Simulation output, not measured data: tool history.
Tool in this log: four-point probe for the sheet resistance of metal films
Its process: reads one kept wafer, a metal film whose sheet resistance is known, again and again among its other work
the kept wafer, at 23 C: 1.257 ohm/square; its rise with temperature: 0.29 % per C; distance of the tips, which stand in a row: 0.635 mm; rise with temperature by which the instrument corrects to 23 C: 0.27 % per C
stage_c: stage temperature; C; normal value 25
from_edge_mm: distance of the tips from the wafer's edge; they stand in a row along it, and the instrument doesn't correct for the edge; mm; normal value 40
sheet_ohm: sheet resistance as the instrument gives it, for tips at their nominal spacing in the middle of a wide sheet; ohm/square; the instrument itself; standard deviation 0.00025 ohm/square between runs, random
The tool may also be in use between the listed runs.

run 1 day=0.000 | stage_c=25 from_edge_mm=40 | sheet_ohm=1.257737
run 2 day=1.758 | stage_c=25 from_edge_mm=74 | sheet_ohm=1.257863
run 3 day=2.842 | stage_c=25 from_edge_mm=74 | sheet_ohm=1.257602
run 4 day=4.392 | stage_c=25 from_edge_mm=74 | sheet_ohm=1.257808
run 5 day=5.788 | stage_c=25 from_edge_mm=40 | sheet_ohm=1.258133
run 6 day=6.562 | stage_c=25 from_edge_mm=4 | sheet_ohm=1.274664
run 7 day=8.288 | stage_c=25 from_edge_mm=31 | sheet_ohm=1.258359
run 8 day=9.875 | stage_c=25 from_edge_mm=31 | sheet_ohm=1.257898
run 9 day=10.825 | stage_c=25 from_edge_mm=16 | sheet_ohm=1.259325
run 10 day=11.879 | stage_c=32 from_edge_mm=20 | sheet_ohm=1.259941

Each row is a separate what-if for the run after 10, all from the same tool condition, not one after another. Results?
run A day=13.367 | stage_c=22 from_edge_mm=32 | sheet_ohm=?
run B day=13.367 | stage_c=31 from_edge_mm=53 | sheet_ohm=?
run C day=13.367 | stage_c=20 from_edge_mm=11 | sheet_ohm=?
run D day=13.367 | stage_c=25 from_edge_mm=5 | sheet_ohm=?
run E day=13.367 | stage_c=26 from_edge_mm=18 | sheet_ohm=?

run=A sheet_ohm=1.256929
run=B sheet_ohm=1.258849
run=C sheet_ohm=1.258778
run=D sheet_ohm=1.268643
run=E sheet_ohm=1.258717
Had the tool no hidden state, the same runs would have come out as:
run=A sheet_ohm=1.256648
run=B sheet_ohm=1.258568
run=C sheet_ohm=1.258496
run=D sheet_ohm=1.268360
run=E sheet_ohm=1.258436
